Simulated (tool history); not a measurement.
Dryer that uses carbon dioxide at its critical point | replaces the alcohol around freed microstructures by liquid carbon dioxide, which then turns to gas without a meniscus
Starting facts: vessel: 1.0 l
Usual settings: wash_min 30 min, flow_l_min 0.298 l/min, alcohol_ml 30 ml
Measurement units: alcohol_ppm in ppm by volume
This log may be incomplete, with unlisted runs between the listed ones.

run 1 hour=0.0 | wash_min=30 flow_l_min=0.298 alcohol_ml=30 | alcohol_ppm=82
run 2 hour=14.0 | wash_min=30 flow_l_min=0.298 alcohol_ml=30 | alcohol_ppm=83
run 3 hour=29.4 | wash_min=30 flow_l_min=0.298 alcohol_ml=30 | alcohol_ppm=94
run 4 hour=42.4 | wash_min=30 flow_l_min=0.298 alcohol_ml=30 | alcohol_ppm=91
run 5 hour=60.3 | wash_min=30 flow_l_min=0.298 alcohol_ml=30 | alcohol_ppm=89
run 6 hour=73.0 | wash_min=30 flow_l_min=0.298 alcohol_ml=84 | alcohol_ppm=163
run 7 hour=90.7 | wash_min=30 flow_l_min=0.298 alcohol_ml=84 | alcohol_ppm=167
run 8 hour=107.4 | wash_min=30 flow_l_min=0.298 alcohol_ml=84 | alcohol_ppm=172
run 9 hour=124.7 | wash_min=30 flow_l_min=0.298 alcohol_ml=84 | alcohol_ppm=171
run 10 hour=143.8 | wash_min=30 flow_l_min=0.298 alcohol_ml=84 | alcohol_ppm=173
run 11 hour=163.0 | wash_min=30 flow_l_min=0.298 alcohol_ml=30 | alcohol_ppm=96
run 12 hour=183.5 | wash_min=30 flow_l_min=0.298 alcohol_ml=30 | alcohol_ppm=97
run 13 hour=197.5 | wash_min=31 flow_l_min=0.298 alcohol_ml=30 | alcohol_ppm=92
run 14 hour=213.5 | wash_min=42 flow_l_min=0.211 alcohol_ml=30 | alcohol_ppm=101
run 15 hour=224.9 | wash_min=27 flow_l_min=0.298 alcohol_ml=30 | alcohol_ppm=153
run 16 hour=237.8 | wash_min=36 flow_l_min=0.298 alcohol_ml=34 | alcohol_ppm=66
run 17 hour=257.9 | wash_min=40 flow_l_min=0.219 alcohol_ml=102 | alcohol_ppm=250
run 18 hour=278.0 | wash_min=40 flow_l_min=0.219 alcohol_ml=102 | alcohol_ppm=264
run 19 hour=294.9 | wash_min=30 flow_l_min=0.192 alcohol_ml=72 | alcohol_ppm=1268
run 20 hour=311.3 | wash_min=18 flow_l_min=0.214 alcohol_ml=48 | alcohol_ppm=3192
run 21 hour=331.0 | wash_min=30 flow_l_min=0.313 alcohol_ml=30 | alcohol_ppm=98
run 22 hour=345.1 | wash_min=31 flow_l_min=0.461 alcohol_ml=30 | alcohol_ppm=67
run 23 hour=362.0 | wash_min=31 flow_l_min=0.461 alcohol_ml=30 | alcohol_ppm=67
run 24 hour=370.4 | wash_min=33 flow_l_min=0.231 alcohol_ml=69 | alcohol_ppm=366
run 25 hour=387.6 | wash_min=21 flow_l_min=0.318 alcohol_ml=69 | alcohol_ppm=630
run 26 hour=397.9 | wash_min=21 flow_l_min=0.318 alcohol_ml=69 | alcohol_ppm=662

5 ways to go on from here, each from the tool as it stands after run 26. What would each give?
run A hour=411.2 | wash_min=27 flow_l_min=0.200 alcohol_ml=30 | alcohol_ppm=?
run B hour=411.2 | wash_min=33 flow_l_min=0.318 alcohol_ml=38 | alcohol_ppm=?
run C hour=411.2 | wash_min=27 flow_l_min=0.180 alcohol_ml=36 | alcohol_ppm=?
run D hour=411.2 | wash_min=46 flow_l_min=0.315 alcohol_ml=91 | alcohol_ppm=?
run E hour=411.2 | wash_min=33 flow_l_min=0.237 alcohol_ml=62 | alcohol_ppm=?

run=A alcohol_ppm=740
run=B alcohol_ppm=92
run=C alcohol_ppm=1226
run=D alcohol_ppm=70
run=E alcohol_ppm=302
Take away the tool's hidden state, keep each run's random variation, and the runs would have read:
run=A alcohol_ppm=558
run=B alcohol_ppm=20
run=C alcohol_ppm=980
run=D alcohol_ppm=6
run=E alcohol_ppm=180

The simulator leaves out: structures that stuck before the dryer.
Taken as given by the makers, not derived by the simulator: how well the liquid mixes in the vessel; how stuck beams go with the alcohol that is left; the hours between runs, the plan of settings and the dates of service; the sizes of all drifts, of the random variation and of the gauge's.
